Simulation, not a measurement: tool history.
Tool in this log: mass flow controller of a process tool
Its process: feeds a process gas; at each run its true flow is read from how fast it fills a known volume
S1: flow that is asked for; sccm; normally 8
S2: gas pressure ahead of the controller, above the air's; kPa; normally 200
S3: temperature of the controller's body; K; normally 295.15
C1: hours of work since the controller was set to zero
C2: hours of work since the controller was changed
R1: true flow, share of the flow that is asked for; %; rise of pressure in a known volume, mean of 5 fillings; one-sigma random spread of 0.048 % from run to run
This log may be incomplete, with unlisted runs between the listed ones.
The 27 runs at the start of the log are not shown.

{"run": 28, "hour": 1688.8, "S1": 7, "S2": 230, "S3": 301.15, "C1": 1520, "C2": 1520, "R1": 97.19}
{"run": 29, "hour": 1759.0, "S1": 8, "S2": 146, "S3": 304.15, "C1": 1556, "C2": 1556, "R1": 97.65}
{"run": 30, "hour": 1805.3, "S1": 8, "S2": 146, "S3": 304.15, "C1": 1581, "C2": 1581, "R1": 97.53}
{"run": 31, "hour": 1874.2, "S1": 8, "S2": 146, "S3": 304.15, "C1": 1616, "C2": 1616, "R1": 97.47}
{"run": 32, "hour": 1932.7, "S1": 8, "S2": 263, "S3": 304.15, "C1": 1647, "C2": 1647, "R1": 96.67}
{"run": 33, "hour": 1979.4, "S1": 5, "S2": 196, "S3": 312.15, "C1": 1671, "C2": 1671, "R1": 96.55}
{"hour": 2016.1, "done": "gauge calibrated"}
{"run": 34, "hour": 2024.9, "S1": 5, "S2": 235, "S3": 308.15, "C1": 1695, "C2": 1695, "R1": 98.17}
{"run": 35, "hour": 2068.3, "S1": 6, "S2": 153, "S3": 295.15, "C1": 1718, "C2": 1718, "R1": 99.2}
{"run": 36, "hour": 2114.0, "S1": 6, "S2": 188, "S3": 295.15, "C1": 1741, "C2": 1741, "R1": 98.94}
{"run": 37, "hour": 2193.3, "S1": 6, "S2": 188, "S3": 295.15, "C1": 1783, "C2": 1783, "R1": 98.79}
{"run": 38, "hour": 2237.4, "S1": 6, "S2": 188, "S3": 295.15, "C1": 1806, "C2": 1806, "R1": 98.78}
{"run": 39, "hour": 2291.2, "S1": 4, "S2": 197, "S3": 302.15, "C1": 1834, "C2": 1834, "R1": 98.21}
{"run": 40, "hour": 2329.8, "S1": 11, "S2": 276, "S3": 295.15, "C1": 1854, "C2": 1854, "R1": 98.52}
{"run": 41, "hour": 2376.0, "S1": 11, "S2": 276, "S3": 295.15, "C1": 1878, "C2": 1878, "R1": 98.59}
{"run": 42, "hour": 2423.3, "S1": 11, "S2": 276, "S3": 295.15, "C1": 1903, "C2": 1903, "R1": 98.49}
{"run": 43, "hour": 2470.7, "S1": 11, "S2": 276, "S3": 295.15, "C1": 1927, "C2": 1927, "R1": 98.48}
{"run": 44, "hour": 2516.6, "S1": 4, "S2": 233, "S3": 295.15, "C1": 1951, "C2": 1951, "R1": 98.11}
{"run": 45, "hour": 2557.3, "S1": 17, "S2": 220, "S3": 295.15, "C1": 1972, "C2": 1972, "R1": 99.3}
{"run": 46, "hour": 2615.6, "S1": 5, "S2": 213, "S3": 305.15, "C1": 2003, "C2": 2003, "R1": 97.92}
{"run": 47, "hour": 2660.0, "S1": 8, "S2": 187, "S3": 312.15, "C1": 2026, "C2": 2026, "R1": 97.96}

Consider 4 possible next runs. They are alternatives, not a sequence: every one starts from the tool as it was left by run 47. What does each give?
{"run": "A", "hour": 2720.0, "S1": 8, "S2": 249, "S3": 312.15, "C1": 2057, "C2": 2057, "R1": "?"}
{"run": "B", "hour": 2720.0, "S1": 17, "S2": 187, "S3": 297.15, "C1": 2057, "C2": 2057, "R1": "?"}
{"run": "C", "hour": 2720.0, "S1": 8, "S2": 200, "S3": 295.15, "C1": 2057, "C2": 2057, "R1": "?"}
{"run": "D", "hour": 2720.0, "S1": 6, "S2": 159, "S3": 305.15, "C1": 2057, "C2": 2057, "R1": "?"}

run=A R1=97.55
run=B R1=99.28
run=C R1=98.49
run=D R1=98.15
Take away the tool's hidden state, keep each run's random variation, and the runs would have read:
run=A R1=98.15
run=B R1=99.89
run=C R1=99.10
run=D R1=98.75
